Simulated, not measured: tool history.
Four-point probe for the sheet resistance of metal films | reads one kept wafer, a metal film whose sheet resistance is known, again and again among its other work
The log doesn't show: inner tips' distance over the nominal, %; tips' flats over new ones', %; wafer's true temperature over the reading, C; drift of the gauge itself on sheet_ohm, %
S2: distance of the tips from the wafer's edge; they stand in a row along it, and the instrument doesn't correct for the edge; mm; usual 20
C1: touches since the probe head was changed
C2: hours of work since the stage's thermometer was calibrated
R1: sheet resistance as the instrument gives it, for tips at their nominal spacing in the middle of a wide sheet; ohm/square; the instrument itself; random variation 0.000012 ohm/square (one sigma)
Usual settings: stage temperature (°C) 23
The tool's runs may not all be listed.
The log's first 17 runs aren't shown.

Run 18, hour 1378.3: usual settings but stage temperature (°C) 34, S2 15 mm; C1 48232; C2 258. Result: R1 0.062789 ohm/square.
At hour 1426.0: stage's thermometer calibrated, once more.
Run 19, hour 1449.5: usual settings but stage temperature (°C) 34, S2 15 mm; C1 49190; C2 13. Result: R1 0.062693 ohm/square.
Run 20, hour 1520.0: usual settings but stage temperature (°C) 34, S2 15 mm; C1 50145; C2 50. Result: R1 0.062716 ohm/square.
Run 21, hour 1592.9: usual settings but stage temperature (°C) 34, S2 15 mm; C1 51133; C2 89. Result: R1 0.062729 ohm/square.
Run 22, hour 1657.7: usual settings but stage temperature (°C) 34, S2 15 mm; C1 52010; C2 124. Result: R1 0.062717 ohm/square.
Run 23, hour 1771.2: usual settings but S2 4 mm; C1 53548; C2 185. Result: R1 0.066063 ohm/square.
Run 24, hour 1887.6: usual settings but stage temperature (°C) 27, S2 9 mm; C1 55124; C2 247. Result: R1 0.063411 ohm/square.
Run 25, hour 2003.1: usual settings but stage temperature (°C) 34, S2 17 mm; C1 56689; C2 309. Result: R1 0.062723 ohm/square.

Forecast run 26:
Run 26, hour 2093.3: usual settings; C1 57911; C2 357. Result: R1 ?.

{"run 26": {"R1": 0.063025}}
Without the tool's hidden state the same run would have given R1 0.062447 ohm/square.
